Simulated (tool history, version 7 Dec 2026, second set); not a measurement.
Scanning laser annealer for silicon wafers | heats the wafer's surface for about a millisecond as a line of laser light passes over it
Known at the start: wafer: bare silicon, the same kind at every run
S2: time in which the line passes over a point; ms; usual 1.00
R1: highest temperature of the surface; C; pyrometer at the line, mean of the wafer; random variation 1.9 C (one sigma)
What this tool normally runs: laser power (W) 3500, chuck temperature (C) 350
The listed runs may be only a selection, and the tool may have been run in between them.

run 1 hour=0.0 | laser_power_(W)=3500 S2=1.00 chuck_temperature_(C)=350 | R1=1104
run 2 hour=23.0 | laser_power_(W)=3500 S2=1.00 chuck_temperature_(C)=350 | R1=1101
run 3 hour=45.2 | laser_power_(W)=3500 S2=1.00 chuck_temperature_(C)=350 | R1=1105
run 4 hour=80.6 | laser_power_(W)=3500 S2=1.00 chuck_temperature_(C)=350 | R1=1106
run 5 hour=108.9 | laser_power_(W)=3500 S2=0.73 chuck_temperature_(C)=350 | R1=1005
run 6 hour=150.6 | laser_power_(W)=3500 S2=0.73 chuck_temperature_(C)=350 | R1=1004
run 7 hour=173.8 | laser_power_(W)=3500 S2=0.73 chuck_temperature_(C)=350 | R1=1006
run 8 hour=207.7 | laser_power_(W)=3220 S2=1.00 chuck_temperature_(C)=350 | R1=1026
run 9 hour=249.6 | laser_power_(W)=3500 S2=1.00 chuck_temperature_(C)=350 | R1=1101
run 10 hour=270.5 | laser_power_(W)=3500 S2=1.00 chuck_temperature_(C)=350 | R1=1100
run 11 hour=301.0 | laser_power_(W)=3500 S2=1.00 chuck_temperature_(C)=350 | R1=1101
run 12 hour=319.6 | laser_power_(W)=3500 S2=1.00 chuck_temperature_(C)=350 | R1=1102
run 13 hour=337.2 | laser_power_(W)=3500 S2=1.00 chuck_temperature_(C)=350 | R1=1102
run 14 hour=379.2 | laser_power_(W)=3500 S2=1.00 chuck_temperature_(C)=350 | R1=1103
run 15 hour=421.0 | laser_power_(W)=3500 S2=1.00 chuck_temperature_(C)=350 | R1=1100
run 16 hour=438.5 | laser_power_(W)=3500 S2=1.00 chuck_temperature_(C)=350 | R1=1102
run 17 hour=476.6 | laser_power_(W)=3500 S2=1.00 chuck_temperature_(C)=350 | R1=1100
run 18 hour=509.3 | laser_power_(W)=3496 S2=1.00 chuck_temperature_(C)=312 | R1=1065
run 19 hour=529.0 | laser_power_(W)=3500 S2=0.71 chuck_temperature_(C)=338 | R1=981
run 20 hour=564.3 | laser_power_(W)=3031 S2=0.77 chuck_temperature_(C)=346 | R1=907
run 21 hour=584.8 | laser_power_(W)=3500 S2=1.07 chuck_temperature_(C)=350 | R1=1122
run 22 hour=622.7 | laser_power_(W)=3195 S2=0.91 chuck_temperature_(C)=350 | R1=994
run 23 hour=651.0 | laser_power_(W)=3195 S2=0.91 chuck_temperature_(C)=350 | R1=994
-- hour=671.3 window over the wafer cleaned
-- hour=682.1 optics aligned, line set to its width
run 24 hour=698.1 | laser_power_(W)=3116 S2=0.71 chuck_temperature_(C)=350 | R1=910
run 25 hour=729.9 | laser_power_(W)=3116 S2=0.71 chuck_temperature_(C)=350 | R1=909
run 26 hour=748.8 | laser_power_(W)=3757 S2=1.09 chuck_temperature_(C)=334 | R1=1190
run 27 hour=781.7 | laser_power_(W)=3500 S2=0.71 chuck_temperature_(C)=350 | R1=998
run 28 hour=799.4 | laser_power_(W)=3754 S2=0.74 chuck_temperature_(C)=326 | R1=1041
run 29 hour=832.3 | laser_power_(W)=3754 S2=0.74 chuck_temperature_(C)=326 | R1=1044
run 30 hour=858.9 | laser_power_(W)=3346 S2=1.00 chuck_temperature_(C)=350 | R1=1062
run 31 hour=882.3 | laser_power_(W)=3028 S2=0.70 chuck_temperature_(C)=359 | R1=896
run 32 hour=901.3 | laser_power_(W)=3028 S2=0.70 chuck_temperature_(C)=359 | R1=897
run 33 hour=928.4 | laser_power_(W)=3143 S2=0.96 chuck_temperature_(C)=350 | R1=997
run 34 hour=957.9 | laser_power_(W)=3308 S2=1.00 chuck_temperature_(C)=350 | R1=1051

Here are 5 independent what-if runs from the current tool condition. What would each one return?
run A hour=983.1 | laser_power_(W)=3308 S2=1.00 chuck_temperature_(C)=353 | R1=?
run B hour=983.1 | laser_power_(W)=3230 S2=0.75 chuck_temperature_(C)=375 | R1=?
run C hour=983.1 | laser_power_(W)=3308 S2=0.72 chuck_temperature_(C)=312 | R1=?
run D hour=983.1 | laser_power_(W)=3308 S2=1.00 chuck_temperature_(C)=341 | R1=?
run E hour=983.1 | laser_power_(W)=3634 S2=1.02 chuck_temperature_(C)=388 | R1=?

run=A R1=1054
run=B R1=973
run=C R1=919
run=D R1=1044
run=E R1=1181
Stripped of hidden state, with their random variation kept, the same runs would have yielded:
run=A R1=1055
run=B R1=973
run=C R1=919
run=D R1=1045
run=E R1=1181
